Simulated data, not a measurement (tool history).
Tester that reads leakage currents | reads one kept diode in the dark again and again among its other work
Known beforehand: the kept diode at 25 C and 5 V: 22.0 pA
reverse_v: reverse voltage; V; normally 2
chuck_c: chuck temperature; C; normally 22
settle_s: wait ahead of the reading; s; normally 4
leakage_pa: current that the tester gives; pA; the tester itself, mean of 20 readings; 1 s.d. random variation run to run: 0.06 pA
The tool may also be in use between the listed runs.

run 1 day=0 | reverse_v=2 chuck_c=22 settle_s=4 | leakage_pa=9.98
run 2 day=0.842 | reverse_v=2 chuck_c=22 settle_s=4 | leakage_pa=10.17
run 3 day=1.917 | reverse_v=2 chuck_c=22 settle_s=4 | leakage_pa=10.03
run 4 day=3.592 | reverse_v=2 chuck_c=22 settle_s=4 | leakage_pa=9.91
run 5 day=4.958 | reverse_v=2 chuck_c=22 settle_s=8.45 | leakage_pa=9.9
run 6 day=6.921 | reverse_v=2 chuck_c=22 settle_s=8.45 | leakage_pa=9.9
run 7 day=8.225 | reverse_v=2 chuck_c=22 settle_s=4 | leakage_pa=9.84
run 8 day=9.775 | reverse_v=2 chuck_c=24 settle_s=0.35 | leakage_pa=11.71
run 9 day=10.604 | reverse_v=2 chuck_c=22 settle_s=1.76 | leakage_pa=9.82
run 10 day=11.521 | reverse_v=8.91 chuck_c=25 settle_s=1.76 | leakage_pa=28.14
run 11 day=13.525 | reverse_v=8.91 chuck_c=25 settle_s=1.76 | leakage_pa=28.24
run 12 day=14.371 | reverse_v=8.91 chuck_c=25 settle_s=1.76 | leakage_pa=27.99
run 13 day=15.467 | reverse_v=1.25 chuck_c=23 settle_s=5.47 | leakage_pa=8.03
run 14 day=17.154 | reverse_v=2.13 chuck_c=24 settle_s=3.89 | leakage_pa=11.62

4 options for the next run, each taken on its own from the tool as it stands now. Forecast them:
-- day=17.808 chuck's temperature calibrated
run A day=18.65 | reverse_v=3.88 chuck_c=37 settle_s=0.58 | leakage_pa=?
-- day=17.808 chuck's temperature calibrated
run B day=18.65 | reverse_v=2 chuck_c=26 settle_s=4 | leakage_pa=?
-- day=17.808 chuck's temperature calibrated
run C day=18.65 | reverse_v=6.95 chuck_c=22 settle_s=4 | leakage_pa=?
-- day=17.808 chuck's temperature calibrated
run D day=18.65 | reverse_v=3.13 chuck_c=23 settle_s=2 | leakage_pa=?

run=A leakage_pa=48.34
run=B leakage_pa=15.23
run=C leakage_pa=23.05
run=D leakage_pa=15.8
Had the tool no hidden state, the same runs would have come out as:
run=A leakage_pa=47.4
run=B leakage_pa=14.7
run=C leakage_pa=21
run=D leakage_pa=14.92
